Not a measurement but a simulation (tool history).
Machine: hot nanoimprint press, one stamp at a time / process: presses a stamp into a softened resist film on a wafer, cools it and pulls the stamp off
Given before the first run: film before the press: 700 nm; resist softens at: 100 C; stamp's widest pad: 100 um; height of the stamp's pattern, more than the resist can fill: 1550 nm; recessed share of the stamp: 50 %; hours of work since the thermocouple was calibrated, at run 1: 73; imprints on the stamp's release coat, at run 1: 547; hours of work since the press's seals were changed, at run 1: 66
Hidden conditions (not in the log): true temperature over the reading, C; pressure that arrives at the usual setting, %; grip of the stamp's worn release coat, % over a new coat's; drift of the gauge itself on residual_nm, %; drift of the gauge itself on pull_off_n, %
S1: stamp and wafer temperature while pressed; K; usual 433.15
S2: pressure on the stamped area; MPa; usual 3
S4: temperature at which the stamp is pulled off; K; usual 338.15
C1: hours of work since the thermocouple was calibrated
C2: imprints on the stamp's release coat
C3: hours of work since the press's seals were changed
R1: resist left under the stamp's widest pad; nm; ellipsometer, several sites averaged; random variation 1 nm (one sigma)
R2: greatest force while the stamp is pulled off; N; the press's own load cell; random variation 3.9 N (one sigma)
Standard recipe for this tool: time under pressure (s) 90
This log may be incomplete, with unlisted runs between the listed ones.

run 1 day=0 | S1=433.15 S2=3 time_under_pressure_(s)=90 S4=338.15 | C1=73 C2=547 C3=66 | R1=349.8 R2=197
run 2 day=0.175 | S1=433.15 S2=3 time_under_pressure_(s)=90 S4=338.15 | C1=75 C2=568 C3=69 | R1=349.8 R2=202
run 3 day=0.4 | S1=433.15 S2=3.04 time_under_pressure_(s)=90 S4=338.15 | C1=79 C2=594 C3=73 | R1=349.1 R2=203
run 4 day=0.671 | S1=433.15 S2=3.04 time_under_pressure_(s)=90 S4=338.15 | C1=83 C2=626 C3=77 | R1=345.9 R2=204
run 5 day=0.854 | S1=433.15 S2=3.04 time_under_pressure_(s)=90 S4=338.15 | C1=86 C2=647 C3=80 | R1=347 R2=209
run 6 day=1.042 | S1=432.15 S2=3.04 time_under_pressure_(s)=90 S4=338.15 | C1=89 C2=669 C3=83 | R1=367.9 R2=202
run 7 day=1.258 | S1=438.15 S2=3 time_under_pressure_(s)=90 S4=338.15 | C1=92 C2=694 C3=86 | R1=258.8 R2=215
run 8 day=1.492 | S1=433.15 S2=1.81 time_under_pressure_(s)=90 S4=338.15 | C1=96 C2=721 C3=89 | R1=422.8 R2=214
run 9 day=1.85 | S1=433.15 S2=1.81 time_under_pressure_(s)=90 S4=338.15 | C1=101 C2=762 C3=95 | R1=421.9 R2=210
run 10 day=2.129 | S1=433.15 S2=1.81 time_under_pressure_(s)=90 S4=338.15 | C1=106 C2=795 C3=99 | R1=423.2 R2=211
run 11 day=2.5 | S1=433.15 S2=1.81 time_under_pressure_(s)=90 S4=338.15 | C1=111 C2=838 C3=105 | R1=421.9 R2=211
run 12 day=2.788 | S1=433.15 S2=3.14 time_under_pressure_(s)=90 S4=338.15 | C1=116 C2=872 C3=109 | R1=341.5 R2=213
run 13 day=3.196 | S1=433.15 S2=3.14 time_under_pressure_(s)=90 S4=338.15 | C1=122 C2=919 C3=116 | R1=342.9 R2=215
run 14 day=3.554 | S1=433.15 S2=3 time_under_pressure_(s)=90 S4=338.15 | C1=127 C2=960 C3=121 | R1=347.7 R2=221
run 15 day=3.971 | S1=433.15 S2=3 time_under_pressure_(s)=90 S4=338.15 | C1=134 C2=1009 C3=128 | R1=348.4 R2=224
run 16 day=4.158 | S1=425.15 S2=2.01 time_under_pressure_(s)=90 S4=346.15 | C1=137 C2=1030 C3=131 | R1=567.4 R2=174
run 17 day=4.45 | S1=425.15 S2=3 time_under_pressure_(s)=85 S4=338.15 | C1=141 C2=1065 C3=135 | R1=527.4 R2=215
run 18 day=4.871 | S1=425.15 S2=2.13 time_under_pressure_(s)=51 S4=338.15 | C1=148 C2=1114 C3=142 | R1=611.9 R2=223
run 19 day=5.075 | S1=431.15 S2=2.48 time_under_pressure_(s)=119 S4=331.15 | C1=151 C2=1137 C3=145 | R1=379.7 R2=265
run 20 day=5.3 | S1=426.15 S2=2.15 time_under_pressure_(s)=90 S4=338.15 | C1=154 C2=1163 C3=148 | R1=541.4 R2=220
-- day=5.45 plate thermocouple calibrated
run 21 day=5.846 | S1=435.15 S2=3 time_under_pressure_(s)=62 S4=338.15 | C1=6 C2=1212 C3=155 | R1=352.6 R2=224
run 22 day=6.238 | S1=427.15 S2=3.4 time_under_pressure_(s)=90 S4=329.15 | C1=12 C2=1258 C3=161 | R1=455.5 R2=279
-- day=6.442 plate thermocouple calibrated, once more
run 23 day=6.658 | S1=439.15 S2=3.73 time_under_pressure_(s)=89 S4=339.15 | C1=3 C2=1292 C3=165 | R1=221.4 R2=215
run 24 day=7.038 | S1=433.15 S2=3 time_under_pressure_(s)=89 S4=338.15 | C1=9 C2=1336 C3=171 | R1=350.8 R2=225
run 25 day=7.429 | S1=432.15 S2=3.5 time_under_pressure_(s)=119 S4=324.15 | C1=15 C2=1382 C3=177 | R1=312.8 R2=304
run 26 day=7.825 | S1=432.15 S2=3.5 time_under_pressure_(s)=119 S4=324.15 | C1=21 C2=1428 C3=183 | R1=313.6 R2=316
run 27 day=7.996 | S1=432.15 S2=3.5 time_under_pressure_(s)=119 S4=324.15 | C1=24 C2=1448 C3=186 | R1=313.8 R2=314
run 28 day=8.325 | S1=444.15 S2=2.11 time_under_pressure_(s)=57 S4=324.15 | C1=29 C2=1486 C3=191 | R1=262.1 R2=310
run 29 day=8.525 | S1=422.15 S2=2.11 time_under_pressure_(s)=57 S4=343.15 | C1=32 C2=1509 C3=194 | R1=642 R2=208

Forecast each of these 4 alternatives for the next run:
run A day=8.858 | S1=433.15 S2=3 time_under_pressure_(s)=80 S4=338.15 | C1=37 C2=1548 C3=199 | R1=? R2=?
run B day=8.858 | S1=432.15 S2=4.13 time_under_pressure_(s)=78 S4=343.15 | C1=37 C2=1548 C3=199 | R1=? R2=?
run C day=8.858 | S1=432.15 S2=2.73 time_under_pressure_(s)=179 S4=343.15 | C1=37 C2=1548 C3=199 | R1=? R2=?
run D day=8.858 | S1=433.15 S2=3 time_under_pressure_(s)=90 S4=340.15 | C1=37 C2=1548 C3=199 | R1=? R2=?

run=A R1=362.5 R2=236
run=B R1=342.5 R2=215
run=C R1=297.9 R2=205
run=D R1=347.9 R2=231
Without the tool's unlogged condition, the same runs would have read:
run=A R1=363.1 R2=192
run=B R1=342.6 R2=175
run=C R1=298.6 R2=167
run=D R1=348.5 R2=188
